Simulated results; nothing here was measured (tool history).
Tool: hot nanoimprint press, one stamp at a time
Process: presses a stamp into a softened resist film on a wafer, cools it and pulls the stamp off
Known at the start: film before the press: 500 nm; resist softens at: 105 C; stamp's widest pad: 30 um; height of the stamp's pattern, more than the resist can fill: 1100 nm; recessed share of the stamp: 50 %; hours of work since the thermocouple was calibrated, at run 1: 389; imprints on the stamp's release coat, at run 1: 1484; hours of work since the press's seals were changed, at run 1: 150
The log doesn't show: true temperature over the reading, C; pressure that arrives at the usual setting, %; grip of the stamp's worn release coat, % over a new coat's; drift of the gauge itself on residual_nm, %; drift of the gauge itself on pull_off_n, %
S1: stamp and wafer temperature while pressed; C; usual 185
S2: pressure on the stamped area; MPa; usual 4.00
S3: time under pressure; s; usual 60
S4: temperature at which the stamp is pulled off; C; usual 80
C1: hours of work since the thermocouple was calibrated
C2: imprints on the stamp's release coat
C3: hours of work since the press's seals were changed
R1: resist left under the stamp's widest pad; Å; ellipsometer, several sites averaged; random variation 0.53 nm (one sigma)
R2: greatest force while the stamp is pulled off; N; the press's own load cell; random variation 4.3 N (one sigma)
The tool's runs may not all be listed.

| run | hour | S1 | S2 | S3 | S4 | C1 | C2 | C3 | R1 | R2 |
|---|---|---|---|---|---|---|---|---|---|---|
| 1 | 0.0 | 185 | 4.00 | 60 | 80 | 389 | 1484 | 150 | 2470 | 312 |
| 2 | 20.3 | 185 | 4.00 | 60 | 80 | 403 | 1583 | 164 | 2468 | 326 |
| 3 | 35.0 | 183 | 4.00 | 60 | 80 | 413 | 1655 | 174 | 2609 | 333 |
|  | 39.6 | plate thermocouple calibrated |
| 4 | 56.1 | 183 | 4.00 | 41 | 80 | 11 | 1743 | 187 | 3044 | 338 |
| 5 | 70.3 | 183 | 4.00 | 41 | 80 | 21 | 1813 | 197 | 3023 | 344 |
| 6 | 91.6 | 176 | 4.00 | 41 | 80 | 36 | 1917 | 211 | 3593 | 360 |
| 7 | 107.1 | 185 | 4.71 | 60 | 80 | 47 | 1993 | 222 | 2356 | 363 |
| 8 | 121.1 | 185 | 4.71 | 60 | 80 | 56 | 2061 | 232 | 2355 | 364 |
| 9 | 130.9 | 185 | 4.71 | 60 | 80 | 63 | 2109 | 238 | 2355 | 373 |
| 10 | 147.3 | 185 | 4.71 | 60 | 80 | 74 | 2189 | 250 | 2353 | 378 |
|  | 167.6 | stamp cleaned and given a new release coat |
| 11 | 169.9 | 185 | 4.71 | 60 | 80 | 86 | 11 | 261 | 2349 | 210 |
| 12 | 189.0 | 185 | 4.71 | 60 | 80 | 99 | 105 | 274 | 2349 | 228 |
| 13 | 204.6 | 185 | 4.71 | 60 | 80 | 110 | 181 | 285 | 2337 | 216 |
| 14 | 218.8 | 185 | 4.71 | 60 | 80 | 120 | 250 | 295 | 2346 | 226 |
| 15 | 229.5 | 188 | 4.00 | 60 | 80 | 127 | 303 | 302 | 2294 | 229 |
| 16 | 244.0 | 185 | 4.53 | 60 | 80 | 137 | 374 | 313 | 2388 | 227 |
| 17 | 256.6 | 185 | 4.53 | 60 | 80 | 146 | 435 | 321 | 2382 | 226 |
| 18 | 270.6 | 185 | 4.78 | 94 | 80 | 156 | 504 | 331 | 1954 | 243 |
| 19 | 285.0 | 176 | 5.02 | 30 | 67 | 166 | 574 | 341 | 3625 | 274 |
| 20 | 303.1 | 189 | 5.02 | 56 | 85 | 178 | 663 | 353 | 2054 | 233 |
| 21 | 324.0 | 188 | 5.81 | 60 | 86 | 192 | 765 | 368 | 1932 | 234 |
| 22 | 337.5 | 188 | 5.81 | 60 | 86 | 202 | 831 | 377 | 1930 | 249 |
| 23 | 355.4 | 196 | 4.00 | 60 | 86 | 214 | 919 | 390 | 1788 | 250 |
| 24 | 372.8 | 185 | 5.45 | 60 | 80 | 226 | 1004 | 402 | 2184 | 280 |
| 25 | 387.7 | 178 | 4.43 | 34 | 72 | 237 | 1076 | 412 | 3472 | 313 |
| 26 | 396.6 | 178 | 4.43 | 34 | 72 | 243 | 1120 | 418 | 3453 | 321 |
| 27 | 410.6 | 192 | 2.72 | 34 | 72 | 252 | 1188 | 428 | 2893 | 309 |
| 28 | 420.6 | 190 | 4.00 | 114 | 80 | 259 | 1237 | 435 | 1659 | 294 |
| 29 | 438.7 | 190 | 4.00 | 69 | 85 | 272 | 1326 | 447 | 2036 | 291 |

Forecast each of these 3 alternatives for the next run:
| A | 459.7 | 190 | 4.00 | 69 | 87 | 286 | 1428 | 462 | ? | ? |
| B | 459.7 | 195 | 2.72 | 60 | 80 | 286 | 1428 | 462 | ? | ? |
| C | 459.7 | 184 | 4.40 | 69 | 85 | 286 | 1428 | 462 | ? | ? |

| run | R1 | R2 |
|---|---|---|
| A | 2025 | 290 |
| B | 2198 | 313 |
| C | 2345 | 291 |
Without the tool's hidden state the same runs would have given:
| run | R1 | R2 |
|---|---|---|
| A | 2042 | 193 |
| B | 2221 | 207 |
| C | 2364 | 193 |
